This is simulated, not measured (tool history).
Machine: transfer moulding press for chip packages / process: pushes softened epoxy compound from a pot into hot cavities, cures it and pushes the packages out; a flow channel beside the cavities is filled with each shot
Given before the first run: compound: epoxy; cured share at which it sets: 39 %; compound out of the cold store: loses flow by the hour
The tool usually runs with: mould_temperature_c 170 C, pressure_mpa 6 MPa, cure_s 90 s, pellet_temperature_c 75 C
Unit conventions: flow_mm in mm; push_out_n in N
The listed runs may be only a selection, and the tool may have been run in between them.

run,hour,mould_temperature_c,pressure_mpa,cure_s,pellet_temperature_c,incoming compound's hours out of the cold store,flow_mm,push_out_n
1,0,170,6,90,75,45.7,924,240
2,34.1,170,6.83,90,75,14.9,1060,244
# hour 53.3: cavities cleaned with cleaning compound and waxed
3,57.6,170,6.83,90,75,10.7,1086,239
4,88.4,170,6.83,90,75,24.2,1048,231
# hour 110.1: cavities cleaned with cleaning compound and waxed
5,127.8,170,6,90,75,34.8,946,241
6,162,170,6,90,75,11.5,1014,237
# hour 168.2: cavities cleaned with cleaning compound and waxed
7,199.8,170,6,90,75,45.2,925,239
# hour 224.4: cavities cleaned with cleaning compound and waxed
8,224.7,170,6,90,75,29.3,969,232
9,241.9,170,6,90,75,10.6,1018,232
# hour 273.6: plunger's sealing rings changed
10,277.3,170,7.37,90,75,39.3,1052,225
# hour 284: cavities cleaned with cleaning compound and waxed
11,295.9,170,7.37,90,75,39.8,1044,233
12,327.7,174,5.95,75,75,12.1,986,245
# hour 341.2: cavities cleaned with cleaning compound and waxed
13,356.8,172,5.8,90,66,15,977,230
14,387.2,170,5.42,127,75,32.5,912,226
# hour 398.9: cavities cleaned with cleaning compound and waxed
15,406.2,168,5.42,127,84,13.7,969,209
16,438.5,168,5.42,127,84,27.7,934,216
# hour 455.2: cavities cleaned with cleaning compound and waxed
17,477.9,168,5.42,127,84,14.8,961,228
18,504.1,177,6.5,119,84,19,992,214
# hour 511.4: cavities cleaned with cleaning compound and waxed
19,537.2,170,4.53,123,72,27.9,843,215
# hour 553.2: plunger's sealing rings changed
20,566.1,176,5.91,88,75,36.8,911,227
# hour 571.5: cavities cleaned with cleaning compound and waxed
21,603.9,176,5.91,88,75,13.5,982,219

5 options for the next run, each taken on its own from the tool as it stands now. Forecast them:
# hour 627.5: cavities cleaned with cleaning compound and waxed
A,640,164,4.57,90,75,14.5,?,?
# hour 627.5: cavities cleaned with cleaning compound and waxed
B,640,170,5.01,90,75,45.9,?,?
# hour 627.5: cavities cleaned with cleaning compound and waxed
C,640,168,5.91,87,75,40.2,?,?
# hour 627.5: cavities cleaned with cleaning compound and waxed
D,640,176,5.91,96,75,39.7,?,?
# hour 627.5: cavities cleaned with cleaning compound and waxed
E,640,175,5.91,88,80,18.4,?,?

run,flow_mm,push_out_n
A,919,331
B,848,227
C,950,247
D,903,212
E,955,217
Without the tool's unlogged condition, the same runs would have read:
run,flow_mm,push_out_n
A,919,328
B,849,225
C,950,246
D,904,211
E,956,215
